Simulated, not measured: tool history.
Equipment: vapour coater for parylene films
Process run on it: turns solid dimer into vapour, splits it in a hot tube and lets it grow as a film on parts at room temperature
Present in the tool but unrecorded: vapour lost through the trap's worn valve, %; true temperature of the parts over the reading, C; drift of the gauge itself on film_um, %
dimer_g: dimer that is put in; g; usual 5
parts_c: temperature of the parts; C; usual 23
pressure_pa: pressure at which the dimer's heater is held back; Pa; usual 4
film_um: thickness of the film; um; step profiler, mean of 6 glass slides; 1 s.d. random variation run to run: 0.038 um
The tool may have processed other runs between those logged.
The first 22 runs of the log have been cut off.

run	hour	dimer_g	parts_c	pressure_pa	hours of work since the trap's valve was overhauled	hours of work since the table's thermometer was calibrated	film_um
23	431.5	5	18	6.31	269	85	4.23
# hour 449.4: table's thermometer calibrated, once more
24	457.6	7	15	3.08	289	6	7.37
25	477.2	7	15	3.08	304	22	7.29
26	496.4	2	15	5.62	320	37	2.08
27	507.5	2	15	5.62	328	46	1.96
28	523.8	4	18	4	341	59	3.71
29	543.6	4	20	6.61	357	74	3.3
30	564.2	4	20	6.61	373	91	3.24
31	579.2	6	15	2.47	385	102	6.18
32	594.3	5	18	6.4	397	114	4.4

Run 33 comes next. What will it give?
33	605.7	5	18	4.17	406	123	?

film_um: 4.62 um
Take away the tool's hidden state, keep the run-to-run variation as it was, and the same run would have given film_um 4.97 um.
